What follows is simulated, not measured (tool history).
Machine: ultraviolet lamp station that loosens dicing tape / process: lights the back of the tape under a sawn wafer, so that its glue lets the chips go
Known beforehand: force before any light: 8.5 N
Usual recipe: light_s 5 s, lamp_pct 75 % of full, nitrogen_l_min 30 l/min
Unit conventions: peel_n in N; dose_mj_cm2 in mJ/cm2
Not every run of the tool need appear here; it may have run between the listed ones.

run   hour  light_s  lamp_pct  nitrogen_l_min  peel_n  dose_mj_cm2
  1    0.0        5        75              30   0.658          514
  2   21.2        5        75              30   0.650          516
  3   37.4        5        75              30   0.658          515
  4   61.8        5        75              30   0.657          521
  5   90.3        5        75              30   0.659          522
  6  120.4        5        75              30   0.652          521
  7  140.7        5        82              14   0.998          568
  8  155.0        5        82              14   1.006          569
  9  175.3        5        70              15   1.260          482
 10  189.8        4        64              14   2.147          358
 11  210.4        3        64              14   2.952          266

Branching from run 11: 4 alternative next runs. What would each branch give?
  A  241.4        2        96              35       ?            ?
  B  241.4        9        70              18       ?            ?
  C  241.4        2        65              30       ?            ?
  D  241.4        8        75              30       ?            ?

run  peel_n  dose_mj_cm2
  A   1.942          265
  B   0.353          866
  C   3.213          176
  D   0.286          827
The same runs, with their run-to-run variation unchanged, on a tool lacking any hidden condition would have given:
run  peel_n  dose_mj_cm2
  A   1.937          266
  B   0.352          868
  C   3.208          176
  D   0.285          829
